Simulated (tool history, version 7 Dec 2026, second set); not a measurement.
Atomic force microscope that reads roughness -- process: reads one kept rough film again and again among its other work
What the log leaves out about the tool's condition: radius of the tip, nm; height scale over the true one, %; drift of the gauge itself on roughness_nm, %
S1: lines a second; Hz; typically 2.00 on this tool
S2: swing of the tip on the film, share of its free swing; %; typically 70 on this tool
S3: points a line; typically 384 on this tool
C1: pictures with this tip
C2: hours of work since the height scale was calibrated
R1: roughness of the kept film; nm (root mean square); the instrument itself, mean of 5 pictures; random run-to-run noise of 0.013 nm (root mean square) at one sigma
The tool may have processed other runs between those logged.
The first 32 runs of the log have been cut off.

| run | hour | S1 | S2 | S3 | C1 | C2 | R1 |
|---|---|---|---|---|---|---|---|
| 33 | 1020.2 | 2.00 | 55 | 990 | 85 | 691 | 2.840 |
| 34 | 1053.5 | 1.74 | 63 | 292 | 143 | 712 | 2.506 |
|  | 1059.0 | new tip fitted |
| 35 | 1091.3 | 1.32 | 86 | 835 | 56 | 735 | 2.690 |
| 36 | 1109.9 | 1.32 | 86 | 835 | 88 | 746 | 2.569 |
|  | 1149.1 | new tip fitted |
| 37 | 1150.0 | 2.00 | 70 | 1011 | 2 | 770 | 3.042 |
| 38 | 1172.2 | 2.00 | 70 | 1011 | 40 | 784 | 2.890 |
| 39 | 1201.3 | 2.00 | 70 | 1011 | 91 | 801 | 2.689 |
| 40 | 1221.6 | 2.00 | 59 | 605 | 126 | 814 | 2.675 |
|  | 1237.1 | new tip fitted |
| 41 | 1265.5 | 0.55 | 67 | 466 | 49 | 840 | 3.007 |
| 42 | 1295.3 | 0.98 | 70 | 1023 | 100 | 858 | 2.765 |
| 43 | 1314.8 | 1.75 | 73 | 384 | 134 | 870 | 2.468 |
|  | 1327.5 | new tip fitted |
| 44 | 1347.1 | 3.83 | 82 | 384 | 34 | 890 | 2.290 |
| 45 | 1383.4 | 2.83 | 82 | 384 | 96 | 912 | 2.282 |
|  | 1416.3 | new tip fitted |
| 46 | 1418.5 | 1.82 | 70 | 860 | 4 | 933 | 3.006 |
| 47 | 1458.9 | 1.02 | 56 | 424 | 74 | 957 | 2.929 |
| 48 | 1486.6 | 3.80 | 77 | 294 | 122 | 974 | 2.164 |
|  | 1506.2 | new tip fitted |
| 49 | 1506.4 | 3.80 | 77 | 294 | 0 | 986 | 2.571 |
| 50 | 1544.2 | 3.45 | 62 | 523 | 65 | 1009 | 2.760 |
| 51 | 1573.7 | 1.72 | 57 | 381 | 116 | 1027 | 2.725 |
|  | 1597.0 | new tip fitted |
| 52 | 1611.0 | 1.26 | 73 | 381 | 24 | 1050 | 2.915 |
| 53 | 1648.5 | 3.56 | 73 | 325 | 89 | 1072 | 2.353 |

Alternative continuations, all from the tool just after run 53; predict every row:
| A | 1681.2 | 0.58 | 70 | 384 | 145 | 1092 | ? |
| B | 1681.2 | 1.69 | 88 | 720 | 145 | 1092 | ? |
| C | 1681.2 | 1.65 | 73 | 325 | 145 | 1092 | ? |

| run | R1 |
|---|---|
| A | 2.590 |
| B | 2.213 |
| C | 2.398 |
Without the tool's hidden state the same runs would have given:
| run | R1 |
|---|---|
| A | 3.305 |
| B | 2.825 |
| C | 3.060 |
